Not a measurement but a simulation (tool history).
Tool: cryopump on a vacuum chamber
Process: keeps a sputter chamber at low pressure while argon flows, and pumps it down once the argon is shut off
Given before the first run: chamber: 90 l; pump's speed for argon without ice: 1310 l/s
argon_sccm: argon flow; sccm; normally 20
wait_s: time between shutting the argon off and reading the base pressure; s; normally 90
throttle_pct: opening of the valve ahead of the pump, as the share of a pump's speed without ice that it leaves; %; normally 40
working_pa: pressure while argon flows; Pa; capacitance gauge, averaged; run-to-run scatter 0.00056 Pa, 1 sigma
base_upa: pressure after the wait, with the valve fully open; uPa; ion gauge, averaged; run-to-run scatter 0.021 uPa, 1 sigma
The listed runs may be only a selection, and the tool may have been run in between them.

Run 1, day 0: usual settings. Result: working_pa 0.0714 Pa, base_upa 2.9 uPa.
Run 2, day 0.796: usual settings. Result: working_pa 0.0703 Pa, base_upa 2.87 uPa.
Run 3, day 1.321: usual settings. Result: working_pa 0.0702 Pa, base_upa 2.96 uPa.
Run 4, day 1.8: usual settings. Result: working_pa 0.0714 Pa, base_upa 2.98 uPa.
Run 5, day 2.271: usual settings. Result: working_pa 0.0714 Pa, base_upa 2.95 uPa.
Run 6, day 2.85: usual settings but throttle_pct 27 %. Result: working_pa 0.1029 Pa, base_upa 2.97 uPa.
Run 7, day 3.579: usual settings but throttle_pct 27 %. Result: working_pa 0.102 Pa, base_upa 3.03 uPa.
Run 8, day 4.017: usual settings but throttle_pct 27 %. Result: working_pa 0.1021 Pa, base_upa 2.93 uPa.
Run 9, day 4.612: usual settings but throttle_pct 27 %. Result: working_pa 0.1016 Pa, base_upa 3.15 uPa.
Run 10, day 5.3: usual settings. Result: working_pa 0.0723 Pa, base_upa 3.06 uPa.
Run 11, day 5.642: usual settings. Result: working_pa 0.0726 Pa, base_upa 3.18 uPa.
Run 12, day 6.012: usual settings. Result: working_pa 0.0725 Pa, base_upa 3.11 uPa.
Run 13, day 6.467: usual settings but wait_s 29 s. Result: working_pa 0.072 Pa, base_upa 3.8 uPa.
Run 14, day 7.179: usual settings but wait_s 29 s. Result: working_pa 0.0726 Pa, base_upa 3.73 uPa.
Run 15, day 7.529: usual settings but argon_sccm 10 sccm, wait_s 29 s. Result: working_pa 0.0358 Pa, base_upa 3.74 uPa.
Run 16, day 8.154: usual settings but argon_sccm 10 sccm, wait_s 29 s. Result: working_pa 0.037 Pa, base_upa 3.69 uPa.
Run 17, day 8.654: usual settings but argon_sccm 10 sccm, wait_s 29 s. Result: working_pa 0.0365 Pa, base_upa 3.81 uPa.
Run 18, day 9.058: usual settings but throttle_pct 47 %. Result: working_pa 0.0632 Pa, base_upa 3.29 uPa.
Run 19, day 9.821: usual settings but argon_sccm 27 sccm, wait_s 182 s. Result: working_pa 0.098 Pa, base_upa 3.14 uPa.
Run 20, day 10.233: usual settings but wait_s 25 s, throttle_pct 15 %. Result: working_pa 0.1815 Pa, base_upa 3.94 uPa.
Run 21, day 10.567: usual settings but wait_s 25 s, throttle_pct 15 %. Result: working_pa 0.179 Pa, base_upa 4.07 uPa.
Run 22, day 11.012: usual settings but argon_sccm 12 sccm, wait_s 157 s. Result: working_pa 0.0436 Pa, base_upa 3.31 uPa.
Run 23, day 11.458: usual settings but argon_sccm 25 sccm, wait_s 44 s, throttle_pct 20 %. Result: working_pa 0.1723 Pa, base_upa 3.66 uPa.
Run 24, day 12.229: usual settings but argon_sccm 10 sccm, wait_s 32 s, throttle_pct 17 %. Result: working_pa 0.0801 Pa, base_upa 3.86 uPa.
At day 13.054: pump warmed up, emptied and cooled again.
Run 25, day 13.058: usual settings but argon_sccm 8 sccm, wait_s 290 s. Result: working_pa 0.0259 Pa, base_upa 2.46 uPa.
Run 26, day 13.483: usual settings but argon_sccm 8 sccm, wait_s 290 s. Result: working_pa 0.0262 Pa, base_upa 2.37 uPa.
Run 27, day 13.938: usual settings but argon_sccm 8 sccm, wait_s 64 s, throttle_pct 23 %. Result: working_pa 0.0452 Pa, base_upa 2.74 uPa.
Run 28, day 14.462: usual settings but argon_sccm 8 sccm, wait_s 64 s, throttle_pct 23 %. Result: working_pa 0.0458 Pa, base_upa 2.67 uPa.
Run 29, day 15.242: usual settings but argon_sccm 33 sccm. Result: working_pa 0.1086 Pa, base_upa 2.7 uPa.
Run 30, day 15.838: usual settings but argon_sccm 29 sccm, throttle_pct 47 %. Result: working_pa 0.0805 Pa, base_upa 2.75 uPa.
Run 31, day 16.225: usual settings but argon_sccm 29 sccm, throttle_pct 47 %. Result: working_pa 0.0803 Pa, base_upa 2.77 uPa.

Each row is a separate what-if for the run after 31, all from the same tool condition, not one after another. Results?
Run A, day 16.888: usual settings but argon_sccm 19 sccm, wait_s 30 s, throttle_pct 48 %. Result: working_pa ?, base_upa ?.
Run B, day 16.888: usual settings but argon_sccm 31 sccm, throttle_pct 54 %. Result: working_pa ?, base_upa ?.
Run C, day 16.888: usual settings but argon_sccm 36 sccm, wait_s 237 s, throttle_pct 47 %. Result: working_pa ?, base_upa ?.
Run D, day 16.888: usual settings but throttle_pct 17 %. Result: working_pa ?, base_upa ?.
Run E, day 16.888: usual settings but argon_sccm 24 sccm, wait_s 136 s, throttle_pct 24 %. Result: working_pa ?, base_upa ?.

run  working_pa  base_upa
  A      0.0514      3.27
  B      0.0753      2.65
  C      0.1002      2.52
  D      0.1529      2.71
  E      0.1301      2.65
Without the tool's hidden state the same runs would have given:
run  working_pa  base_upa
  A      0.0504      1.06
  B      0.0737      0.48
  C      0.0984      0.34
  D      0.1519       0.5
  E      0.1289      0.42
